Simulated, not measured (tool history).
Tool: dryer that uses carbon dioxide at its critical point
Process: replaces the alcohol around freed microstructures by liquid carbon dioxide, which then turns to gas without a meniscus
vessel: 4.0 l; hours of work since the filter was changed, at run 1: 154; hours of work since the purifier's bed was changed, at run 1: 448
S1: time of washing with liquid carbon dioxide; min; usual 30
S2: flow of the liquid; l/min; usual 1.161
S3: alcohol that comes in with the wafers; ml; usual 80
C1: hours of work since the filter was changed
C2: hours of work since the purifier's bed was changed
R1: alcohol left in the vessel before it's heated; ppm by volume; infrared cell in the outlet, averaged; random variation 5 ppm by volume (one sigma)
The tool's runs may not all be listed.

run    hour  S1     S2   S3   C1   C2   R1
  1       0  30  1.161   80  154  448  124
  2    42.6  30  1.161   80  167  462  127
  3    76.9  30  1.161   80  178  473  128
  4   105.2  30  1.161   80  187  482  126
  5   141.6  30  1.161   80  199  493  136
  6   167.5  30  1.161  108  207  501  131
  7   188.7  28  1.161   80  214  508  139
  8   227.3  41  1.161   80  226  520  119
  9   261.5  41  1.161   80  237  531  136
      284.5  -- purifier's bed changed
 10   306.4  28  1.161   80  250    7   20
 11   333.7  44  1.161   80  259   16    5
 12   374.4  44  1.161   80  272   29    7
 13     407  44  1.161   80  282   39   10
 14   439.9  44  1.161   80  293   49   22
 15   465.8  44    1.2   80  301   58   20
 16   497.9  22  1.161   80  311   68  103
 17   535.5  30  1.161  105  323   80   40
 18   579.6  30  1.161  105  337   94   40
 19   611.6  30  1.161   80  347  104   42
 20   654.9  30  1.161   80  361  118   44
 21     688  30  1.161   80  371  128   53
 22   709.1  30  1.161   80  378  135   45
 23   742.2  30  1.161   80  389  145   52
 24   781.6  26   0.76   49  401  158  217
      791.7  -- inlet filter changed
 25   808.3  26   0.76   49    5  166  159
 26   846.4  33   1.87   72   17  178   50
 27   872.7  33   1.87   72   26  186   49
 28   915.7  30   1.11   83   39  200   61
 29   956.2  20   1.51   98   52  213   87
 30   986.9  18  1.161   66   62  223  196
 31  1009.2  28   0.96   75   69  230   96
 32  1027.8  28   0.96   75   75  236   94
 33  1072.3  28   1.48   62   89  250   59
 34  1105.2  28   1.48   62  100  260   66
 35  1142.6  47   1.48   21  111  272   77
 36  1177.6  28   1.79   80  122  283   67
 37  1213.7  22    0.7   25  134  295  264
 38  1256.5  22    0.7   25  148  308  273
 39  1292.2  22    0.7   25  159  320  270
 40  1320.7  30  1.161   54  168  329   85
 41  1347.4  30  1.161   54  176  337   86
 42  1384.6  30   0.83   23  188  349   96
 43  1418.1  30   0.87   28  199  360  108
 44  1436.5  29  1.161   54  205  365   86
 45  1456.1  28  1.161   54  211  372   92
 46  1474.9  28  1.161   54  217  378  102

4 ways to go on from here, each from the tool as it stands after run 46. What would each give?
  A  1499.3  31   0.96  30  225  385   ?
  B  1499.3  21  1.161  80  225  385   ?
  C  1499.3  25  1.161  26  225  385   ?
  D  1499.3  33   1.71  80  225  385   ?

run   R1
  A  103
  B  185
  C  104
  D   97
Without the tool's hidden state the same runs would have given:
run  R1
  A  11
  B  73
  C  14
  D  10
